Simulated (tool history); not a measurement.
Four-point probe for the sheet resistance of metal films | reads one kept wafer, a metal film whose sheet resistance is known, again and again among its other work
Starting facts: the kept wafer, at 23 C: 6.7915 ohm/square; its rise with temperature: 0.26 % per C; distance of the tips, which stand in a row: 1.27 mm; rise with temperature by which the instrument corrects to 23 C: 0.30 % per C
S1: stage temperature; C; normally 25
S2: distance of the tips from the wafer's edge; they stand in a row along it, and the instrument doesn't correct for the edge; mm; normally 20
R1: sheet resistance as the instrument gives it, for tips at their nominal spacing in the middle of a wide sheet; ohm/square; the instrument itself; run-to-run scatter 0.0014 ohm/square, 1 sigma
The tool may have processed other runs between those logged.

run,hour,S1,S2,R1
1,0,25,20,6.801096
2,35.2,30,20,6.79
3,71.1,25,12,6.829932
4,99.6,25,12,6.828054
5,140.6,25,12,6.827521
6,166,25,12,6.829271
7,202.9,25,12,6.82882
8,233.5,25,12,6.830153
9,258.3,25,12,6.829525
10,301.8,25,20,6.805896
11,322.8,25,20,6.806445
12,369.2,25,20,6.806157
13,389.9,25,20,6.804191
14,416,25,20,6.806341
15,456,25,20,6.8081
16,486.2,25,20,6.80869
17,511.2,25,20,6.808233
18,557.9,25,20,6.808909
19,590.3,25,20,6.808573
20,617.9,25,12,6.83517
21,644.8,25,20,6.807792
22,687.6,25,20,6.810394
23,734.5,30,3,7.374991
24,774.5,34,12,6.815569
25,814.6,34,12,6.814159
26,839.1,34,12,6.813189
27,866.1,20,43,6.814623

Expected results for the next run?
28,892.3,20,43,?

Run 28 measured R1 6.81458 ohm/square.
On a tool with no hidden condition, and with the same random variation, this run would have come out at R1 6.80248 ohm/square.
